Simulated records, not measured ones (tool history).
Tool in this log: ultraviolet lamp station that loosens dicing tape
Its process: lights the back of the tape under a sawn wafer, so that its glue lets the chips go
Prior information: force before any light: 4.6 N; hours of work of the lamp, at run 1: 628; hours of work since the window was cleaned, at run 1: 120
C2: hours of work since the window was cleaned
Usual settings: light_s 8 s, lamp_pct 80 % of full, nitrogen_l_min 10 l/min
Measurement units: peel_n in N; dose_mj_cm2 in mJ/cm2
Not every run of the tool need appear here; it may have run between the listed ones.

Run 1, hour 0.0: usual settings; hours of work of the lamp 628; C2 120. Result: peel_n 0.342 N, dose_mj_cm2 275 mJ/cm2.
Run 2, hour 79.7: usual settings but light_s 6 s; hours of work of the lamp 666; C2 157. Result: peel_n 0.565 N, dose_mj_cm2 206 mJ/cm2.
Run 3, hour 162.7: usual settings but light_s 13 s; hours of work of the lamp 705; C2 196. Result: peel_n 0.196 N, dose_mj_cm2 444 mJ/cm2.
Run 4, hour 203.5: usual settings but light_s 13 s; hours of work of the lamp 724; C2 216. Result: peel_n 0.178 N, dose_mj_cm2 448 mJ/cm2.
Run 5, hour 260.0: usual settings but nitrogen_l_min 12 l/min; hours of work of the lamp 751; C2 242. Result: peel_n 0.306 N, dose_mj_cm2 275 mJ/cm2.
Run 6, hour 349.4: usual settings; hours of work of the lamp 793; C2 284. Result: peel_n 0.350 N, dose_mj_cm2 275 mJ/cm2.
Run 7, hour 431.2: usual settings; hours of work of the lamp 831; C2 323. Result: peel_n 0.348 N, dose_mj_cm2 277 mJ/cm2.
At hour 525.2: lamp changed.
Run 8, hour 526.9: usual settings; hours of work of the lamp 1; C2 367. Result: peel_n 0.358 N, dose_mj_cm2 276 mJ/cm2.
Run 9, hour 570.9: usual settings but light_s 9 s; hours of work of the lamp 21; C2 388. Result: peel_n 0.289 N, dose_mj_cm2 309 mJ/cm2.
Run 10, hour 661.1: usual settings but light_s 5 s; hours of work of the lamp 64; C2 430. Result: peel_n 0.776 N, dose_mj_cm2 171 mJ/cm2.
Run 11, hour 715.0: usual settings but light_s 5 s; hours of work of the lamp 89; C2 455. Result: peel_n 0.763 N, dose_mj_cm2 173 mJ/cm2.
Run 12, hour 789.8: usual settings but light_s 5 s; hours of work of the lamp 124; C2 491. Result: peel_n 0.772 N, dose_mj_cm2 173 mJ/cm2.
Run 13, hour 850.6: usual settings but light_s 5 s; hours of work of the lamp 153; C2 519. Result: peel_n 0.775 N, dose_mj_cm2 172 mJ/cm2.
Run 14, hour 891.0: usual settings but light_s 5 s; hours of work of the lamp 172; C2 538. Result: peel_n 0.782 N, dose_mj_cm2 171 mJ/cm2.
At hour 950.0: window cleaned of glue's vapour.
Run 15, hour 977.5: usual settings; hours of work of the lamp 212; C2 13. Result: peel_n 0.343 N, dose_mj_cm2 278 mJ/cm2.
Run 16, hour 1021.8: usual settings but lamp_pct 70 % of full; hours of work of the lamp 233; C2 34. Result: peel_n 0.456 N, dose_mj_cm2 241 mJ/cm2.
Run 17, hour 1102.9: usual settings but light_s 5 s, lamp_pct 61 % of full; hours of work of the lamp 271; C2 72. Result: peel_n 1.151 N, dose_mj_cm2 131 mJ/cm2.
Run 18, hour 1177.5: usual settings but lamp_pct 66 % of full, nitrogen_l_min 5 l/min; hours of work of the lamp 306; C2 107. Result: peel_n 0.789 N, dose_mj_cm2 228 mJ/cm2.
Run 19, hour 1231.7: usual settings but light_s 9 s; hours of work of the lamp 332; C2 132. Result: peel_n 0.273 N, dose_mj_cm2 311 mJ/cm2.
Run 20, hour 1318.5: usual settings but light_s 9 s; hours of work of the lamp 372; C2 173. Result: peel_n 0.290 N, dose_mj_cm2 311 mJ/cm2.
Run 21, hour 1403.2: usual settings but light_s 12 s, lamp_pct 98 % of full, nitrogen_l_min 3 l/min; hours of work of the lamp 412; C2 213. Result: peel_n 0.318 N, dose_mj_cm2 508 mJ/cm2.
Run 22, hour 1473.6: usual settings but lamp_pct 85 % of full, nitrogen_l_min 4 l/min; hours of work of the lamp 445; C2 246. Result: peel_n 0.627 N, dose_mj_cm2 292 mJ/cm2.
Run 23, hour 1570.6: usual settings but lamp_pct 85 % of full, nitrogen_l_min 4 l/min; hours of work of the lamp 491; C2 292. Result: peel_n 0.602 N, dose_mj_cm2 296 mJ/cm2.
Run 24, hour 1648.1: usual settings but lamp_pct 85 % of full, nitrogen_l_min 4 l/min; hours of work of the lamp 527; C2 328. Result: peel_n 0.640 N, dose_mj_cm2 291 mJ/cm2.
Run 25, hour 1738.0: usual settings but light_s 10 s, lamp_pct 89 % of full, nitrogen_l_min 9 l/min; hours of work of the lamp 570; C2 370. Result: peel_n 0.228 N, dose_mj_cm2 384 mJ/cm2.
Run 26, hour 1815.0: usual settings but nitrogen_l_min 6 l/min; hours of work of the lamp 606; C2 406. Result: peel_n 0.507 N, dose_mj_cm2 273 mJ/cm2.
Run 27, hour 1876.8: usual settings but nitrogen_l_min 6 l/min; hours of work of the lamp 635; C2 435. Result: peel_n 0.520 N, dose_mj_cm2 278 mJ/cm2.
Run 28, hour 1933.7: usual settings but lamp_pct 79 % of full, nitrogen_l_min 7 l/min; hours of work of the lamp 661; C2 462. Result: peel_n 0.487 N, dose_mj_cm2 272 mJ/cm2.
Run 29, hour 2023.0: usual settings but lamp_pct 66 % of full; hours of work of the lamp 703; C2 504. Result: peel_n 0.478 N, dose_mj_cm2 227 mJ/cm2.
Run 30, hour 2066.5: usual settings but light_s 9 s, lamp_pct 66 % of full; hours of work of the lamp 724; C2 524. Result: peel_n 0.395 N, dose_mj_cm2 256 mJ/cm2.
Run 31, hour 2139.4: usual settings but light_s 13 s; hours of work of the lamp 758; C2 559. Result: peel_n 0.187 N, dose_mj_cm2 454 mJ/cm2.

What if the next run were any one of these 3? Each begins from the tool's condition after run 31:
At hour 2157.6: window cleaned of glue's vapour.
Run A, hour 2192.3: usual settings but light_s 9 s, lamp_pct 93 % of full, nitrogen_l_min 16 l/min; hours of work of the lamp 783; C2 16. Result: peel_n ?, dose_mj_cm2 ?.
At hour 2157.6: window cleaned of glue's vapour.
Run B, hour 2192.3: usual settings but lamp_pct 97 % of full; hours of work of the lamp 783; C2 16. Result: peel_n ?, dose_mj_cm2 ?.
At hour 2157.6: window cleaned of glue's vapour.
Run C, hour 2192.3: usual settings but light_s 9 s, lamp_pct 75 % of full; hours of work of the lamp 783; C2 16. Result: peel_n ?, dose_mj_cm2 ?.

run  peel_n  dose_mj_cm2
  A   0.202          362
  B   0.262          332
  C   0.313          290
Had the tool no hidden state, the same runs would have come out as:
run  peel_n  dose_mj_cm2
  A   0.202          363
  B   0.261          333
  C   0.312          291

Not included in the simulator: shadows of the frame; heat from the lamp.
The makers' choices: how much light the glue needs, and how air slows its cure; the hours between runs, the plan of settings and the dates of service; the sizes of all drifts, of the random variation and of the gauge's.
